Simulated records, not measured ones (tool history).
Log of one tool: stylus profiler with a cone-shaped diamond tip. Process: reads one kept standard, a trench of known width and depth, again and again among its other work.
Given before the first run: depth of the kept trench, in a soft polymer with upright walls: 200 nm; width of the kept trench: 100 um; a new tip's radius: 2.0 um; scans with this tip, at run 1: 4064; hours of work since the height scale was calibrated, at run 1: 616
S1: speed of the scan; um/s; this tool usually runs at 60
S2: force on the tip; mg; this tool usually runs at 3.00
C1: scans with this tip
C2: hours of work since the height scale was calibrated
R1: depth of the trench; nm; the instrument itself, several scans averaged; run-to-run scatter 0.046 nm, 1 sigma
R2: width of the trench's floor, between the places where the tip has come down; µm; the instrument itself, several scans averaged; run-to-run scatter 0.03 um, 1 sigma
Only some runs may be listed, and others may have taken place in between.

run 1 hour=0.0 | S1=60 S2=3.00 | C1=4064 C2=616 | R1=203.04 R2=97.92
run 2 hour=66.3 | S1=60 S2=3.00 | C1=4243 C2=643 | R1=203.05 R2=97.91
run 3 hour=144.7 | S1=60 S2=3.00 | C1=4455 C2=675 | R1=203.12 R2=97.97
run 4 hour=223.1 | S1=60 S2=3.00 | C1=4666 C2=707 | R1=202.98 R2=97.95
run 5 hour=285.2 | S1=93 S2=3.00 | C1=4835 C2=733 | R1=203.02 R2=97.94
run 6 hour=357.1 | S1=60 S2=6.16 | C1=5029 C2=762 | R1=205.00 R2=98.03
run 7 hour=393.8 | S1=32 S2=6.16 | C1=5128 C2=777 | R1=205.07 R2=98.01
-- hour=400.6 height scale calibrated on a step standard
run 8 hour=469.6 | S1=32 S2=6.16 | C1=5331 C2=28 | R1=204.90 R2=98.01
run 9 hour=530.8 | S1=32 S2=6.16 | C1=5497 C2=53 | R1=204.88 R2=98.03
run 10 hour=569.2 | S1=32 S2=6.16 | C1=5601 C2=69 | R1=204.93 R2=98.01
run 11 hour=614.1 | S1=32 S2=6.16 | C1=5722 C2=87 | R1=204.97 R2=98.03
run 12 hour=666.3 | S1=32 S2=6.16 | C1=5863 C2=109 | R1=204.88 R2=98.03
run 13 hour=705.9 | S1=32 S2=6.16 | C1=5970 C2=125 | R1=204.89 R2=97.95
-- hour=733.3 height scale calibrated on a step standard, once more
run 14 hour=778.1 | S1=58 S2=1.75 | C1=6164 C2=18 | R1=202.40 R2=97.86
run 15 hour=850.3 | S1=25 S2=1.21 | C1=6359 C2=48 | R1=201.84 R2=98.03
run 16 hour=883.5 | S1=86 S2=1.70 | C1=6449 C2=62 | R1=202.30 R2=97.75
run 17 hour=917.8 | S1=16 S2=2.08 | C1=6542 C2=76 | R1=202.65 R2=97.97
run 18 hour=976.6 | S1=21 S2=2.47 | C1=6700 C2=100 | R1=202.83 R2=98.01
run 19 hour=1046.6 | S1=21 S2=2.47 | C1=6890 C2=128 | R1=202.88 R2=97.96
run 20 hour=1088.7 | S1=21 S2=2.47 | C1=7004 C2=146 | R1=202.89 R2=97.98
run 21 hour=1142.8 | S1=73 S2=1.37 | C1=7150 C2=168 | R1=201.94 R2=97.73
run 22 hour=1203.1 | S1=71 S2=2.10 | C1=7313 C2=193 | R1=202.56 R2=97.77
run 23 hour=1237.0 | S1=80 S2=5.49 | C1=7405 C2=206 | R1=204.91 R2=97.87
run 24 hour=1282.6 | S1=71 S2=2.66 | C1=7528 C2=225 | R1=203.03 R2=97.84
run 25 hour=1347.3 | S1=71 S2=2.66 | C1=7703 C2=252 | R1=202.97 R2=97.79
run 26 hour=1408.9 | S1=115 S2=1.24 | C1=7869 C2=277 | R1=201.73 R2=97.49

Predict each of these 4 candidate next runs independently; none follows another, all start after run 26:
run A hour=1481.1 | S1=211 S2=3.61 | C1=8064 C2=306 | R1=? R2=?
run B hour=1481.1 | S1=34 S2=1.48 | C1=8064 C2=306 | R1=? R2=?
run C hour=1481.1 | S1=171 S2=1.24 | C1=8064 C2=306 | R1=? R2=?
run D hour=1481.1 | S1=149 S2=3.04 | C1=8064 C2=306 | R1=? R2=?

run=A R1=203.68 R2=97.51
run=B R1=201.90 R2=97.87
run=C R1=201.79 R2=97.28
run=D R1=203.29 R2=97.63
What these runs would have given with no unlogged condition in the tool:
run=A R1=203.77 R2=97.77
run=B R1=201.99 R2=98.13
run=C R1=201.88 R2=97.53
run=D R1=203.38 R2=97.89
